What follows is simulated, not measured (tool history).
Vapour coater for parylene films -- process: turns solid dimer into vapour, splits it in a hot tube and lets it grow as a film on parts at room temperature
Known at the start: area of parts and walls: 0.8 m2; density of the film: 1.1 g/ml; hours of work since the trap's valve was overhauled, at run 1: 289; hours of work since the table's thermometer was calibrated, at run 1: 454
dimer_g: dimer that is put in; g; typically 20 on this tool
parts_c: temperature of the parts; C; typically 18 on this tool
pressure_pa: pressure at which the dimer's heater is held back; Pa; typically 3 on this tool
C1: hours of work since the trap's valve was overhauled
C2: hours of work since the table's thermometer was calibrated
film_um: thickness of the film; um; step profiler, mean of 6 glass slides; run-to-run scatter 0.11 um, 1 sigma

run 1 hour=0 | dimer_g=20 parts_c=18 pressure_pa=3 | C1=289 C2=454 | film_um=12.29
run 2 hour=10.7 | dimer_g=20 parts_c=18 pressure_pa=3 | C1=296 C2=462 | film_um=12.28
run 3 hour=36.6 | dimer_g=20 parts_c=18 pressure_pa=3 | C1=314 C2=480 | film_um=12.24
run 4 hour=48.6 | dimer_g=20 parts_c=18 pressure_pa=3 | C1=323 C2=488 | film_um=12.14
run 5 hour=72.8 | dimer_g=20 parts_c=18 pressure_pa=3 | C1=340 C2=505 | film_um=12.25
run 6 hour=96.4 | dimer_g=20 parts_c=18 pressure_pa=3 | C1=356 C2=521 | film_um=11.92
-- hour=102.5 trap's valve overhauled
run 7 hour=117.6 | dimer_g=20 parts_c=18 pressure_pa=3 | C1=10 C2=533 | film_um=13.21
run 8 hour=142.2 | dimer_g=20 parts_c=18 pressure_pa=3.87 | C1=28 C2=551 | film_um=12.81
run 9 hour=158.6 | dimer_g=8 parts_c=18 pressure_pa=3 | C1=39 C2=562 | film_um=5.15
run 10 hour=171.6 | dimer_g=8 parts_c=18 pressure_pa=3 | C1=48 C2=571 | film_um=5.27
run 11 hour=184.4 | dimer_g=8 parts_c=18 pressure_pa=3 | C1=57 C2=580 | film_um=5.21
run 12 hour=199 | dimer_g=20 parts_c=18 pressure_pa=4.53 | C1=67 C2=590 | film_um=12.62
run 13 hour=212.7 | dimer_g=20 parts_c=14 pressure_pa=4.53 | C1=77 C2=599 | film_um=13.66
run 14 hour=238.7 | dimer_g=20 parts_c=18 pressure_pa=2.96 | C1=95 C2=618 | film_um=12.8
-- hour=241.8 table's thermometer calibrated
run 15 hour=252.9 | dimer_g=14 parts_c=18 pressure_pa=3 | C1=104 C2=8 | film_um=9.02
run 16 hour=268 | dimer_g=14 parts_c=18 pressure_pa=3 | C1=114 C2=18 | film_um=8.9
run 17 hour=289.9 | dimer_g=14 parts_c=18 pressure_pa=3 | C1=130 C2=33 | film_um=8.81
run 18 hour=302.3 | dimer_g=20 parts_c=18 pressure_pa=3 | C1=138 C2=42 | film_um=12.6
run 19 hour=316.3 | dimer_g=20 parts_c=18 pressure_pa=3 | C1=148 C2=52 | film_um=12.55
run 20 hour=336.5 | dimer_g=20 parts_c=18 pressure_pa=3 | C1=162 C2=66 | film_um=12.49
run 21 hour=353.1 | dimer_g=20 parts_c=18 pressure_pa=3 | C1=173 C2=77 | film_um=12.48
run 22 hour=365.5 | dimer_g=20 parts_c=18 pressure_pa=3 | C1=182 C2=86 | film_um=12.46
-- hour=368.4 table's thermometer calibrated, once more
run 23 hour=389.6 | dimer_g=19 parts_c=16 pressure_pa=6.14 | C1=198 C2=15 | film_um=11.85
run 24 hour=401.5 | dimer_g=19 parts_c=16 pressure_pa=6.14 | C1=206 C2=23 | film_um=11.91
run 25 hour=422.2 | dimer_g=14 parts_c=16 pressure_pa=2.18 | C1=221 C2=37 | film_um=9.69
run 26 hour=444 | dimer_g=14 parts_c=16 pressure_pa=2.18 | C1=236 C2=53 | film_um=9.69
run 27 hour=456.1 | dimer_g=8 parts_c=18 pressure_pa=2.22 | C1=244 C2=61 | film_um=5.24
run 28 hour=468.2 | dimer_g=15 parts_c=18 pressure_pa=8.58 | C1=253 C2=69 | film_um=8.53
run 29 hour=486.2 | dimer_g=22 parts_c=18 pressure_pa=2.95 | C1=265 C2=82 | film_um=13.9
run 30 hour=502.1 | dimer_g=22 parts_c=18 pressure_pa=2.95 | C1=276 C2=93 | film_um=13.87
run 31 hour=514.6 | dimer_g=20 parts_c=22 pressure_pa=3.36 | C1=285 C2=102 | film_um=10.96
run 32 hour=540.6 | dimer_g=20 parts_c=22 pressure_pa=3.36 | C1=303 C2=120 | film_um=10.74
run 33 hour=561.3 | dimer_g=20 parts_c=25 pressure_pa=10.63 | C1=317 C2=134 | film_um=9.06
run 34 hour=578.4 | dimer_g=29 parts_c=21 pressure_pa=6.46 | C1=329 C2=146 | film_um=15.31
run 35 hour=598.5 | dimer_g=27 parts_c=25 pressure_pa=6.8 | C1=343 C2=160 | film_um=12.62
-- hour=623.2 trap's valve overhauled
run 36 hour=628 | dimer_g=27 parts_c=13 pressure_pa=6.8 | C1=3 C2=178 | film_um=18.81
run 37 hour=646.7 | dimer_g=27 parts_c=13 pressure_pa=6.8 | C1=16 C2=191 | film_um=18.9
run 38 hour=662.2 | dimer_g=27 parts_c=13 pressure_pa=6.8 | C1=27 C2=201 | film_um=18.93
run 39 hour=678.3 | dimer_g=27 parts_c=13 pressure_pa=6.8 | C1=38 C2=213 | film_um=18.85
run 40 hour=696.2 | dimer_g=12 parts_c=26 pressure_pa=6.8 | C1=51 C2=225 | film_um=5.92
run 41 hour=715.9 | dimer_g=20 parts_c=26 pressure_pa=6.8 | C1=64 C2=239 | film_um=9.85
run 42 hour=729.2 | dimer_g=20 parts_c=26 pressure_pa=6.8 | C1=74 C2=248 | film_um=9.77
run 43 hour=750.9 | dimer_g=16 parts_c=15 pressure_pa=3 | C1=89 C2=263 | film_um=11.23
run 44 hour=773.5 | dimer_g=11 parts_c=21 pressure_pa=6.41 | C1=104 C2=279 | film_um=6.19

Consider 3 possible next runs. They are alternatives, not a sequence: every one starts from the tool as it was left by run 44. What does each give?
run A hour=797 | dimer_g=12 parts_c=13 pressure_pa=6.41 | C1=121 C2=295 | film_um=?
run B hour=797 | dimer_g=11 parts_c=19 pressure_pa=11.95 | C1=121 C2=295 | film_um=?
run C hour=797 | dimer_g=10 parts_c=12 pressure_pa=7.97 | C1=121 C2=295 | film_um=?

run=A film_um=8.14
run=B film_um=6.03
run=C film_um=6.85
Without the tool's hidden state the same runs would have given:
run=A film_um=8.53
run=B film_um=6.32
run=C film_um=7.18
